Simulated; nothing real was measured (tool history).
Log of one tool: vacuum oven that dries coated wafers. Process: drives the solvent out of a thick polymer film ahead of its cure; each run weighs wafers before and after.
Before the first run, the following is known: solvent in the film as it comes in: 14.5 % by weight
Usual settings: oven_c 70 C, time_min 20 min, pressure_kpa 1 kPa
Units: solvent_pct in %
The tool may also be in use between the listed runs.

| run | day | oven_c | time_min | pressure_kpa | solvent_pct |
|---|---|---|---|---|---|
| 1 | 0 | 70 | 20 | 1 | 1.22 |
| 2 | 0.312 | 70 | 20 | 1 | 1.19 |
| 3 | 0.688 | 70 | 20 | 1 | 1.19 |
| 4 | 0.938 | 70 | 20 | 1 | 1.19 |
| 5 | 1.5 | 70 | 20 | 1 | 1.22 |
| 6 | 1.862 | 70 | 20 | 0.81 | 1.18 |
| 7 | 2.179 | 70 | 20 | 0.81 | 1.16 |
| 8 | 2.475 | 70 | 20 | 0.81 | 1.17 |
| 9 | 2.858 | 70 | 20 | 0.81 | 1.18 |
| 10 | 3.242 | 70 | 20 | 0.81 | 1.15 |
| 11 | 3.804 | 74 | 15 | 1.95 | 1.44 |
| 12 | 4.296 | 69 | 24 | 2.15 | 1.33 |

Here are 5 independent what-if runs from the current tool condition. What would each one return?
| A | 4.621 | 71 | 32 | 0.68 | ? |
| B | 4.621 | 76 | 20 | 1.35 | ? |
| C | 4.621 | 81 | 15 | 1.75 | ? |
| D | 4.621 | 70 | 19 | 0.61 | ? |
| E | 4.621 | 55 | 18 | 1.94 | ? |

| run | solvent_pct |
|---|---|
| A | 0.35 |
| B | 0.56 |
| C | 0.56 |
| D | 1.21 |
| E | 6.06 |
With the hidden condition removed and each run's random variation left untouched, the same runs would have given:
| run | solvent_pct |
|---|---|
| A | 0.35 |
| B | 0.56 |
| C | 0.56 |
| D | 1.21 |
| E | 6.06 |

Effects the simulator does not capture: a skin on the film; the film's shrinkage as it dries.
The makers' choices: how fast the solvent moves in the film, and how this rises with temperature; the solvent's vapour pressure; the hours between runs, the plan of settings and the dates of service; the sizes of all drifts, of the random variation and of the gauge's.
